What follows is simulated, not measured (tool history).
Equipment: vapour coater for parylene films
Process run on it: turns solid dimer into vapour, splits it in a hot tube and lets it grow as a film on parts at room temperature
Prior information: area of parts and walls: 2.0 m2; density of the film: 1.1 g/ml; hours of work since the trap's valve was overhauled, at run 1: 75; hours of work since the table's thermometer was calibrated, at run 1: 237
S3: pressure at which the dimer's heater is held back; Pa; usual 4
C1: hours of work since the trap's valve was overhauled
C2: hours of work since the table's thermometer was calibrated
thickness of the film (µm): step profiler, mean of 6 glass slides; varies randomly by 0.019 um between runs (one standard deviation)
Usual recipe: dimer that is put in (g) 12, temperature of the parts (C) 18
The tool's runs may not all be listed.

run 1 hour=0 | dimer_that_is_put_in_(g)=12 temperature_of_the_parts_(C)=18 S3=4 | C1=75 C2=237 | thickness_of_the_film_(µm)=3.23
run 2 hour=22.6 | dimer_that_is_put_in_(g)=14 temperature_of_the_parts_(C)=18 S3=4 | C1=87 C2=249 | thickness_of_the_film_(µm)=3.77
run 3 hour=33.5 | dimer_that_is_put_in_(g)=14 temperature_of_the_parts_(C)=18 S3=4 | C1=93 C2=255 | thickness_of_the_film_(µm)=3.79
run 4 hour=45.9 | dimer_that_is_put_in_(g)=14 temperature_of_the_parts_(C)=18 S3=4 | C1=99 C2=261 | thickness_of_the_film_(µm)=3.72
run 5 hour=66.4 | dimer_that_is_put_in_(g)=12 temperature_of_the_parts_(C)=18 S3=3.45 | C1=110 C2=272 | thickness_of_the_film_(µm)=3.3
run 6 hour=79.4 | dimer_that_is_put_in_(g)=12 temperature_of_the_parts_(C)=18 S3=9.11 | C1=117 C2=279 | thickness_of_the_film_(µm)=2.63
run 7 hour=101 | dimer_that_is_put_in_(g)=12 temperature_of_the_parts_(C)=18 S3=4 | C1=129 C2=291 | thickness_of_the_film_(µm)=3.16
run 8 hour=122.3 | dimer_that_is_put_in_(g)=12 temperature_of_the_parts_(C)=15 S3=4 | C1=140 C2=302 | thickness_of_the_film_(µm)=3.69
run 9 hour=140 | dimer_that_is_put_in_(g)=12 temperature_of_the_parts_(C)=15 S3=4 | C1=149 C2=311 | thickness_of_the_film_(µm)=3.69
run 10 hour=161.6 | dimer_that_is_put_in_(g)=12 temperature_of_the_parts_(C)=16 S3=4 | C1=161 C2=323 | thickness_of_the_film_(µm)=3.5
run 11 hour=174.9 | dimer_that_is_put_in_(g)=12 temperature_of_the_parts_(C)=18 S3=4 | C1=168 C2=330 | thickness_of_the_film_(µm)=3.17
run 12 hour=198.7 | dimer_that_is_put_in_(g)=12 temperature_of_the_parts_(C)=18 S3=2.69 | C1=181 C2=343 | thickness_of_the_film_(µm)=3.42
run 13 hour=211.6 | dimer_that_is_put_in_(g)=12 temperature_of_the_parts_(C)=18 S3=2.69 | C1=187 C2=350 | thickness_of_the_film_(µm)=3.45
run 14 hour=228.8 | dimer_that_is_put_in_(g)=12 temperature_of_the_parts_(C)=11 S3=4 | C1=197 C2=359 | thickness_of_the_film_(µm)=4.43
run 15 hour=247.6 | dimer_that_is_put_in_(g)=12 temperature_of_the_parts_(C)=18 S3=4 | C1=207 C2=369 | thickness_of_the_film_(µm)=3.15
run 16 hour=264.9 | dimer_that_is_put_in_(g)=12 temperature_of_the_parts_(C)=13 S3=4 | C1=216 C2=378 | thickness_of_the_film_(µm)=3.97
run 17 hour=279.5 | dimer_that_is_put_in_(g)=12 temperature_of_the_parts_(C)=13 S3=4 | C1=224 C2=386 | thickness_of_the_film_(µm)=4
run 18 hour=298.4 | dimer_that_is_put_in_(g)=12 temperature_of_the_parts_(C)=13 S3=4 | C1=234 C2=396 | thickness_of_the_film_(µm)=3.99
-- hour=304.9 gauge calibrated
run 19 hour=310 | dimer_that_is_put_in_(g)=12 temperature_of_the_parts_(C)=18 S3=4 | C1=240 C2=402 | thickness_of_the_film_(µm)=3.19
run 20 hour=333.4 | dimer_that_is_put_in_(g)=12 temperature_of_the_parts_(C)=13 S3=4 | C1=252 C2=414 | thickness_of_the_film_(µm)=4.06
run 21 hour=358.9 | dimer_that_is_put_in_(g)=12 temperature_of_the_parts_(C)=13 S3=4 | C1=266 C2=428 | thickness_of_the_film_(µm)=4.06

Predict the results of run 22:
run 22 hour=378 | dimer_that_is_put_in_(g)=9 temperature_of_the_parts_(C)=13 S3=5.68 | C1=276 C2=438 | thickness_of_the_film_(µm)=?

{"run 22": {"thickness of the film (µm)": 2.8}}
With no hidden state in the tool, this same run would have given thickness of the film (µm) 2.82.
